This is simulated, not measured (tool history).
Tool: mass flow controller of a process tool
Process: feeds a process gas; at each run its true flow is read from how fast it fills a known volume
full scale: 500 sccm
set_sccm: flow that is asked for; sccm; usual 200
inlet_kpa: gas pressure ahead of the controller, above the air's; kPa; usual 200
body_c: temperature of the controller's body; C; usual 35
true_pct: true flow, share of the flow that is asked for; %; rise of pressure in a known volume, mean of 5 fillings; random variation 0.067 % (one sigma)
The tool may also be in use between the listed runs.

run,hour,set_sccm,inlet_kpa,body_c,true_pct
1,0.0,200,200,35,99.74
2,480.1,200,200,35,99.59
3,841.2,292,200,35,99.68
4,1146.5,292,200,35,99.50
5,1349.8,292,200,35,99.43
6,1783.6,292,200,35,99.38
7,2169.6,292,200,35,99.11
8,2475.4,408,200,35,99.02
9,2829.4,86,200,35,98.55
10,3145.0,200,200,35,98.76
11,3402.7,200,200,35,98.64
12,3885.6,200,190,35,98.31
13,4293.0,200,190,35,98.28
14,4561.2,200,231,35,98.39
15,4965.6,200,231,35,98.30
16,5373.3,200,231,35,98.05
# hour 5416.8: controller exchanged for a calibrated one
17,5794.1,200,231,35,97.77
18,6012.3,200,161,35,97.53
19,6378.7,200,161,35,97.45
20,6736.1,298,161,35,97.33
21,7203.6,298,161,35,97.52
22,7560.5,200,214,24,96.92
23,7757.6,200,214,24,97.01
# hour 8081.2: gauge calibrated
24,8094.0,114,225,24,99.45
25,8550.6,200,200,33,99.59
26,8800.7,246,273,29,99.80
27,9015.2,304,205,29,99.42
28,9317.9,63,246,38,99.41
29,9585.4,63,148,39,98.72
30,9791.5,55,230,39,99.12
31,10152.3,54,200,40,98.77
32,10354.0,54,200,40,98.87
33,10838.1,50,156,35,98.42
34,11107.5,63,270,37,98.82
35,11570.6,200,151,30,98.21
36,12026.2,200,200,27,98.24
37,12433.8,80,200,21,97.73
38,12696.0,102,268,35,98.23
39,13154.3,102,272,35,98.09

Run 40 comes next. What will it give?
40,13438.1,102,272,35,?

{"run 40": {"true_pct": 98.03}}
Without the tool's hidden state the same run would have given true_pct 99.82 %.

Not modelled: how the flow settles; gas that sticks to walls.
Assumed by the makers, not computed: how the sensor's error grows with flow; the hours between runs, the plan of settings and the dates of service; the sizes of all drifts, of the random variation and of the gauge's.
